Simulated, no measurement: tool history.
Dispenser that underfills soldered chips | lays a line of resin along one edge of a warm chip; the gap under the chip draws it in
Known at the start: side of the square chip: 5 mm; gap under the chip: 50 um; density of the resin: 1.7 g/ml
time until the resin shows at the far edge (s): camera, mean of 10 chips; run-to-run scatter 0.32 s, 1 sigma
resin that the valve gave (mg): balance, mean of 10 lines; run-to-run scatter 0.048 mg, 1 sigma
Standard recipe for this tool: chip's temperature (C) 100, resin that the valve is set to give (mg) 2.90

| run | hour | chip's temperature (C) | resin that the valve is set to give (mg) | time until the resin shows at the far edge (s) | resin that the valve gave (mg) |
|---|---|---|---|---|---|
| 1 | 0.0 | 100 | 2.90 | 16.0 | 2.93 |
|  | 3.6 | new syringe of resin |
| 2 | 4.5 | 88 | 2.90 | 20.9 | 2.82 |
| 3 | 8.6 | 88 | 2.90 | 23.3 | 2.88 |
| 4 | 12.2 | 88 | 3.44 | 24.9 | 3.39 |
| 5 | 16.1 | 111 | 2.90 | 10.6 | 2.82 |
|  | 18.6 | new syringe of resin |
| 6 | 18.9 | 105 | 2.90 | 9.5 | 2.87 |
| 7 | 23.9 | 100 | 3.41 | 13.5 | 3.26 |
| 8 | 27.4 | 100 | 2.90 | 14.9 | 2.79 |
| 9 | 32.4 | 100 | 2.90 | 17.7 | 2.81 |
|  | 33.4 | new syringe of resin |
| 10 | 37.9 | 100 | 2.90 | 12.9 | 2.78 |
| 11 | 40.4 | 100 | 2.90 | 14.5 | 2.64 |
| 12 | 46.0 | 100 | 2.90 | 17.3 | 2.81 |
|  | 48.5 | new syringe of resin |
| 13 | 50.6 | 100 | 2.90 | 11.9 | 2.83 |
| 14 | 55.3 | 86 | 2.90 | 27.6 | 2.65 |
| 15 | 58.7 | 86 | 2.90 | 29.9 | 2.70 |
|  | 63.2 | new syringe of resin |
| 16 | 63.2 | 100 | 2.98 | 11.9 | 2.76 |
| 17 | 68.2 | 100 | 2.98 | 14.2 | 2.79 |
| 18 | 72.4 | 100 | 2.98 | 15.7 | 2.82 |
| 19 | 76.7 | 109 | 3.57 | 11.5 | 3.36 |
|  | 78.2 | new syringe of resin |
| 20 | 82.1 | 103 | 3.34 | 11.5 | 3.11 |
| 21 | 86.8 | 103 | 3.34 | 12.5 | 3.09 |
| 22 | 90.4 | 103 | 2.68 | 14.8 | 2.54 |
|  | 92.9 | new syringe of resin |
| 23 | 94.0 | 103 | 2.68 | 11.5 | 2.53 |
| 24 | 98.8 | 94 | 3.27 | 18.1 | 3.05 |
| 25 | 102.0 | 108 | 2.51 | 11.5 | 2.30 |
|  | 107.8 | new syringe of resin |
| 26 | 107.8 | 88 | 3.14 | 20.5 | 2.89 |
| 27 | 112.4 | 90 | 2.96 | 21.8 | 2.80 |
|  | 114.4 | dispensing valve cleaned and set on the balance |
| 28 | 116.4 | 92 | 3.50 | 21.4 | 3.57 |
| 29 | 118.9 | 92 | 3.50 | 22.4 | 3.46 |
|  | 123.5 | new syringe of resin |
| 30 | 123.8 | 107 | 3.52 | 8.1 | 3.46 |
| 31 | 126.6 | 95 | 2.62 | 16.7 | 2.61 |
| 32 | 131.4 | 96 | 2.56 | 18.1 | 2.56 |
| 33 | 135.3 | 89 | 2.87 | 27.3 | 2.87 |
| 34 | 137.6 | 89 | 2.87 | 28.7 | 2.91 |
|  | 138.4 | new syringe of resin |
| 35 | 141.2 | 103 | 2.93 | 11.9 | 3.01 |
| 36 | 145.5 | 103 | 2.93 | 13.0 | 2.86 |

Consider 3 possible next runs. They are alternatives, not a sequence: every one starts from the tool as it was left by run 36. What does each give?
| A | 150.4 | 103 | 2.73 | ? | ? |
| B | 150.4 | 101 | 2.90 | ? | ? |
| C | 150.4 | 99 | 3.16 | ? | ? |

| run | time until the resin shows at the far edge (s) | resin that the valve gave (mg) |
|---|---|---|
| A | 15.6 | 2.68 |
| B | 15.7 | 2.88 |
| C | 17.5 | 3.08 |
Without the tool's hidden state the same runs would have given:
| run | time until the resin shows at the far edge (s) | resin that the valve gave (mg) |
|---|---|---|
| A | 9.9 | 2.74 |
| B | 9.7 | 2.94 |
| C | 11.1 | 3.15 |
